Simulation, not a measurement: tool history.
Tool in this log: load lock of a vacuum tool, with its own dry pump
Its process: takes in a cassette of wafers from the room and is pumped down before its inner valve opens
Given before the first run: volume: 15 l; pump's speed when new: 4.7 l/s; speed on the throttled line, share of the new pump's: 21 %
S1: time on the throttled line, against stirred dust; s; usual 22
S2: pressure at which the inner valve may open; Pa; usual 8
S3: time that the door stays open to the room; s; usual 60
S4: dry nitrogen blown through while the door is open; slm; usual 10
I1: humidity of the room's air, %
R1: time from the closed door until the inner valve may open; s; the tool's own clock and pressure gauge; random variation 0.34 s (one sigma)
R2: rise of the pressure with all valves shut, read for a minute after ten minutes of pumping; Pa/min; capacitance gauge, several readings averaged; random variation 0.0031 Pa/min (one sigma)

run 1 hour=0 | S1=22 S2=8 S3=60 S4=10 | I1=46.8 | R1=48.1 R2=0.341
run 2 hour=50.8 | S1=22 S2=8 S3=60 S4=10 | I1=43.7 | R1=48.3 R2=0.346
run 3 hour=162.5 | S1=22 S2=8 S3=60 S4=10 | I1=44.9 | R1=48.2 R2=0.361
run 4 hour=254.8 | S1=22 S2=8 S3=60 S4=10 | I1=53.3 | R1=48 R2=0.387
run 5 hour=332.6 | S1=22 S2=8 S3=60 S4=10 | I1=46.2 | R1=48.3 R2=0.372
run 6 hour=394.6 | S1=22 S2=8 S3=60 S4=10 | I1=45.3 | R1=48.5 R2=0.386
run 7 hour=489.8 | S1=22 S2=11 S3=60 S4=10 | I1=42.7 | R1=47 R2=0.39
run 8 hour=591 | S1=22 S2=11 S3=60 S4=10 | I1=45.9 | R1=47.4 R2=0.406
run 9 hour=660.5 | S1=22 S2=8 S3=77 S4=10 | I1=44.1 | R1=48.3 R2=0.405
run 10 hour=739.9 | S1=22 S2=8 S3=60 S4=10 | I1=46.2 | R1=48.9 R2=0.402
run 11 hour=795.1 | S1=22 S2=9 S3=60 S4=10 | I1=42.8 | R1=47.6 R2=0.42
run 12 hour=909.3 | S1=22 S2=9 S3=60 S4=10 | I1=46.5 | R1=48 R2=0.429
run 13 hour=996.7 | S1=22 S2=9 S3=132 S4=10 | I1=44.8 | R1=48.2 R2=0.456
run 14 hour=1096.1 | S1=22 S2=9 S3=132 S4=10 | I1=42.6 | R1=47.7 R2=0.457
run 15 hour=1194.3 | S1=22 S2=9 S3=132 S4=10 | I1=44.3 | R1=48.1 R2=0.484
run 16 hour=1296.5 | S1=14 S2=8 S3=60 S4=10 | I1=41.3 | R1=42.4 R2=0.461
run 17 hour=1400.4 | S1=14 S2=8 S3=60 S4=10 | I1=49.6 | R1=42.2 R2=0.488
run 18 hour=1515 | S1=14 S2=8 S3=60 S4=10 | I1=46.6 | R1=42.4 R2=0.49
run 19 hour=1567 | S1=13 S2=8 S3=60 S4=10 | I1=45.5 | R1=41.4 R2=0.49
run 20 hour=1618.9 | S1=13 S2=8 S3=60 S4=10 | I1=49.1 | R1=41.7 R2=0.511
run 21 hour=1682.1 | S1=13 S2=8 S3=60 S4=10 | I1=46.3 | R1=41.2 R2=0.509
run 22 hour=1756.2 | S1=13 S2=8 S3=60 S4=10 | I1=46.3 | R1=41.1 R2=0.526
run 23 hour=1807.4 | S1=22 S2=10 S3=60 S4=33 | I1=45 | R1=48.3 R2=0.499
run 24 hour=1904.6 | S1=28 S2=7 S3=140 S4=10 | I1=46.3 | R1=53.8 R2=0.568
run 25 hour=2014.1 | S1=20 S2=8 S3=41 S4=12 | I1=44.3 | R1=47.5 R2=0.53
run 26 hour=2126.6 | S1=20 S2=8 S3=41 S4=12 | I1=44.3 | R1=47.2 R2=0.55
run 27 hour=2204.6 | S1=15 S2=11 S3=152 S4=10 | I1=41.1 | R1=42.9 R2=0.581

Each row is a separate what-if for the run after 27, all from the same tool condition, not one after another. Results?
run A hour=2257.7 | S1=24 S2=8 S3=60 S4=5 | I1=43.4 | R1=? R2=?
run B hour=2257.7 | S1=22 S2=8 S3=181 S4=21 | I1=46.5 | R1=? R2=?
run C hour=2257.7 | S1=24 S2=11 S3=152 S4=10 | I1=46.8 | R1=? R2=?
run D hour=2257.7 | S1=17 S2=8 S3=60 S4=33 | I1=46.6 | R1=? R2=?

run=A R1=50.4 R2=0.581
run=B R1=48.9 R2=0.581
run=C R1=48.8 R2=0.604
run=D R1=45.3 R2=0.541
Without the tool's unlogged condition, the same runs would have read:
run=A R1=49.6 R2=0.077
run=B R1=48.2 R2=0.072
run=C R1=48.1 R2=0.094
run=D R1=44.5 R2=0.035
